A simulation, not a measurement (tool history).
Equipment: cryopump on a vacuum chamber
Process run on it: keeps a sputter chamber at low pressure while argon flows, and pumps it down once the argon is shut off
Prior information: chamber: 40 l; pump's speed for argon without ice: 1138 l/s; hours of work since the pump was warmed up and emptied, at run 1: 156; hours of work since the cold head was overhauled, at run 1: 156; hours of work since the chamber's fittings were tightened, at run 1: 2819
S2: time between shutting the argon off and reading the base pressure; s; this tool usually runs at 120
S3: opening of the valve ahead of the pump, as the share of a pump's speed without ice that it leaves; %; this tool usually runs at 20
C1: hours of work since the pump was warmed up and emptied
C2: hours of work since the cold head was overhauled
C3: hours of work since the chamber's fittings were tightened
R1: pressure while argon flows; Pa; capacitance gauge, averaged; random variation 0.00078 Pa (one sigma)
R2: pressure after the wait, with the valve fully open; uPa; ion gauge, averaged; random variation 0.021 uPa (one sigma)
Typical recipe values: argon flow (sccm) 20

{"run": 1, "hour": 0.0, "argon flow (sccm)": 20, "S2": 120, "S3": 20, "C1": 156, "C2": 156, "C3": 2819, "R1": 0.1512, "R2": 3.93}
{"run": 2, "hour": 12.4, "argon flow (sccm)": 20, "S2": 120, "S3": 20, "C1": 162, "C2": 162, "C3": 2825, "R1": 0.1506, "R2": 3.81}
{"run": 3, "hour": 29.2, "argon flow (sccm)": 20, "S2": 120, "S3": 20, "C1": 170, "C2": 170, "C3": 2833, "R1": 0.152, "R2": 4.12}
{"run": 4, "hour": 37.3, "argon flow (sccm)": 20, "S2": 120, "S3": 20, "C1": 174, "C2": 174, "C3": 2836, "R1": 0.1522, "R2": 4.12}
{"run": 5, "hour": 45.9, "argon flow (sccm)": 10, "S2": 120, "S3": 20, "C1": 178, "C2": 178, "C3": 2841, "R1": 0.077, "R2": 3.93}
{"run": 6, "hour": 62.2, "argon flow (sccm)": 10, "S2": 212, "S3": 20, "C1": 186, "C2": 186, "C3": 2848, "R1": 0.0761, "R2": 3.87}
{"run": 7, "hour": 73.1, "argon flow (sccm)": 10, "S2": 212, "S3": 20, "C1": 191, "C2": 191, "C3": 2853, "R1": 0.0755, "R2": 3.89}
{"run": 8, "hour": 80.5, "argon flow (sccm)": 10, "S2": 21, "S3": 20, "C1": 194, "C2": 194, "C3": 2857, "R1": 0.0758, "R2": 5.31}
{"run": 9, "hour": 93.5, "argon flow (sccm)": 10, "S2": 21, "S3": 20, "C1": 201, "C2": 201, "C3": 2863, "R1": 0.0756, "R2": 5.29}
{"run": 10, "hour": 102.2, "argon flow (sccm)": 10, "S2": 21, "S3": 20, "C1": 205, "C2": 205, "C3": 2867, "R1": 0.0767, "R2": 5.29}
{"run": 11, "hour": 109.6, "argon flow (sccm)": 10, "S2": 21, "S3": 20, "C1": 208, "C2": 208, "C3": 2871, "R1": 0.0769, "R2": 5.3}
{"run": 12, "hour": 125.4, "argon flow (sccm)": 10, "S2": 21, "S3": 20, "C1": 216, "C2": 216, "C3": 2878, "R1": 0.0766, "R2": 5.21}
{"run": 13, "hour": 140.2, "argon flow (sccm)": 39, "S2": 120, "S3": 20, "C1": 223, "C2": 223, "C3": 2885, "R1": 0.2989, "R2": 4.06}
{"run": 14, "hour": 147.8, "argon flow (sccm)": 39, "S2": 120, "S3": 20, "C1": 226, "C2": 226, "C3": 2889, "R1": 0.3003, "R2": 4.22}
{"run": 15, "hour": 162.2, "argon flow (sccm)": 20, "S2": 120, "S3": 20, "C1": 233, "C2": 233, "C3": 2896, "R1": 0.1538, "R2": 4.18}
{"run": 16, "hour": 173.9, "argon flow (sccm)": 20, "S2": 120, "S3": 20, "C1": 239, "C2": 239, "C3": 2901, "R1": 0.154, "R2": 4.33}
{"run": 17, "hour": 184.5, "argon flow (sccm)": 20, "S2": 120, "S3": 20, "C1": 244, "C2": 244, "C3": 2906, "R1": 0.1537, "R2": 4.32}
{"run": 18, "hour": 192.1, "argon flow (sccm)": 9, "S2": 120, "S3": 26, "C1": 247, "C2": 247, "C3": 2910, "R1": 0.0538, "R2": 4.29}
{"run": 19, "hour": 207.7, "argon flow (sccm)": 34, "S2": 36, "S3": 32, "C1": 255, "C2": 255, "C3": 2918, "R1": 0.1696, "R2": 4.94}
{"run": 20, "hour": 223.2, "argon flow (sccm)": 34, "S2": 128, "S3": 24, "C1": 262, "C2": 262, "C3": 2925, "R1": 0.2203, "R2": 4.34}
{"run": 21, "hour": 231.8, "argon flow (sccm)": 34, "S2": 128, "S3": 24, "C1": 266, "C2": 266, "C3": 2929, "R1": 0.2221, "R2": 4.29}
{"run": 22, "hour": 246.3, "argon flow (sccm)": 20, "S2": 120, "S3": 38, "C1": 273, "C2": 273, "C3": 2936, "R1": 0.084, "R2": 4.48}
{"run": 23, "hour": 258.5, "argon flow (sccm)": 20, "S2": 184, "S3": 20, "C1": 279, "C2": 279, "C3": 2942, "R1": 0.1542, "R2": 4.28}
{"run": 24, "hour": 272.2, "argon flow (sccm)": 11, "S2": 44, "S3": 45, "C1": 286, "C2": 286, "C3": 2948, "R1": 0.04, "R2": 4.94}
{"hour": 280.6, "done": "leaking fittings of the chamber tightened, without venting"}
{"run": 25, "hour": 291.4, "argon flow (sccm)": 11, "S2": 44, "S3": 45, "C1": 294, "C2": 294, "C3": 5, "R1": 0.0408, "R2": 0.99}
{"run": 26, "hour": 298.7, "argon flow (sccm)": 11, "S2": 44, "S3": 45, "C1": 297, "C2": 297, "C3": 9, "R1": 0.0406, "R2": 0.98}
{"run": 27, "hour": 307.1, "argon flow (sccm)": 20, "S2": 21, "S3": 20, "C1": 301, "C2": 301, "C3": 13, "R1": 0.1568, "R2": 1.75}
{"run": 28, "hour": 322.9, "argon flow (sccm)": 20, "S2": 21, "S3": 20, "C1": 309, "C2": 309, "C3": 20, "R1": 0.1565, "R2": 1.7}
{"run": 29, "hour": 339.7, "argon flow (sccm)": 20, "S2": 22, "S3": 20, "C1": 317, "C2": 317, "C3": 28, "R1": 0.1561, "R2": 1.67}
{"run": 30, "hour": 356.8, "argon flow (sccm)": 14, "S2": 77, "S3": 23, "C1": 325, "C2": 325, "C3": 36, "R1": 0.096, "R2": 0.77}
{"run": 31, "hour": 369.0, "argon flow (sccm)": 20, "S2": 91, "S3": 51, "C1": 331, "C2": 331, "C3": 42, "R1": 0.066, "R2": 0.74}
{"run": 32, "hour": 383.5, "argon flow (sccm)": 9, "S2": 120, "S3": 25, "C1": 338, "C2": 338, "C3": 49, "R1": 0.0574, "R2": 0.62}
{"run": 33, "hour": 394.2, "argon flow (sccm)": 9, "S2": 120, "S3": 25, "C1": 343, "C2": 343, "C3": 54, "R1": 0.0571, "R2": 0.68}
{"run": 34, "hour": 404.3, "argon flow (sccm)": 20, "S2": 30, "S3": 49, "C1": 347, "C2": 347, "C3": 59, "R1": 0.0692, "R2": 1.41}

Run by run, hidden condition taken away, random variation retained:
Unlogged tool condition in this case: pump's speed, % of a pump's without ice; cold plate's temperature, K; leak into the chamber, uPa l/s; drift of the gauge itself on working_pa, %; drift of the gauge itself on base_upa, %.
run=1 R1=0.1477 R2=0.49
run=2 R1=0.1471 R2=0.48
run=3 R1=0.1482 R2=0.54
run=4 R1=0.1483 R2=0.51
run=5 R1=0.075 R2=0.48
run=6 R1=0.074 R2=0.4
run=7 R1=0.0733 R2=0.38
run=8 R1=0.0736 R2=1.67
run=9 R1=0.0733 R2=1.62
run=10 R1=0.0744 R2=1.62
run=11 R1=0.0745 R2=1.64
run=12 R1=0.0742 R2=1.59
run=13 R1=0.289 R2=0.5
run=14 R1=0.2902 R2=0.52
run=15 R1=0.1485 R2=0.47
run=16 R1=0.1485 R2=0.52
run=17 R1=0.1481 R2=0.48
run=18 R1=0.0512 R2=0.51
run=19 R1=0.1594 R2=1.06
run=20 R1=0.2098 R2=0.5
run=21 R1=0.2114 R2=0.46
run=22 R1=0.0775 R2=0.51
run=23 R1=0.1476 R2=0.41
run=24 R1=0.0362 R2=0.93
run=25 R1=0.0369 R2=0.89
run=26 R1=0.0367 R2=0.88
run=27 R1=0.1495 R2=1.63
run=28 R1=0.149 R2=1.57
run=29 R1=0.1484 R2=1.53
run=30 R1=0.0904 R2=0.62
run=31 R1=0.0579 R2=0.57
run=32 R1=0.0537 R2=0.45
run=33 R1=0.0533 R2=0.5
run=34 R1=0.0606 R2=1.21
